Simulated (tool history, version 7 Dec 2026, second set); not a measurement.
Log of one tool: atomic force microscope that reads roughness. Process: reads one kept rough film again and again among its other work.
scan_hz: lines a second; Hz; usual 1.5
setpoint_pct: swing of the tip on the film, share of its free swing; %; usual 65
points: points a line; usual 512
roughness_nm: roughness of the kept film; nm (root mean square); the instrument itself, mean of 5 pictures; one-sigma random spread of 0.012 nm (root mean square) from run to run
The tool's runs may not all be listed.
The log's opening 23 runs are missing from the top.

run	day	scan_hz	setpoint_pct	points	pictures with this tip	hours of work since the height scale was calibrated	roughness_nm
# day 57.296: new tip fitted
24	58.196	0.78	63	523	30	561	2.568
25	59.792	0.78	63	523	82	586	2.103
# day 60.638: new tip fitted
26	62.521	1.5	83	916	62	627	2.048
# day 63.925: new tip fitted
27	64.458	1.5	83	916	18	656	2.532
28	66.346	2.75	80	331	80	685	1.888
# day 67.292: new tip fitted
29	69.558	2.75	80	331	75	733	1.855
# day 70.754: new tip fitted
30	71.058	2.75	80	331	10	756	2.466
31	73.421	1.33	80	843	88	791	1.946
# day 74.067: new tip fitted
32	75.654	1.33	80	843	52	825	2.192
# day 77.367: new tip fitted
33	78.954	1.33	80	843	52	875	2.21
# day 80.671: new tip fitted
34	81.808	1.33	80	362	37	918	2.349
# day 84.021: new tip fitted
35	85.246	3.09	62	677	40	970	2.374

Here are 5 independent what-if runs from the current tool condition. What would each one return?
# day 87.392: new tip fitted
A	87.392	1.5	75	512	0	1002	?
# day 87.392: new tip fitted
B	87.392	3.09	62	499	0	1002	?
# day 87.392: new tip fitted
C	87.392	2.17	80	677	0	1002	?
# day 87.392: new tip fitted
D	87.392	1.5	73	512	0	1002	?
# day 87.392: new tip fitted
E	87.392	3.09	62	296	0	1002	?

run	roughness_nm
A	2.863
B	2.883
C	2.721
D	2.894
E	2.817
Take away the tool's hidden state, keep each run's random variation, and the runs would have read:
run	roughness_nm
A	2.828
B	2.848
C	2.688
D	2.859
E	2.783
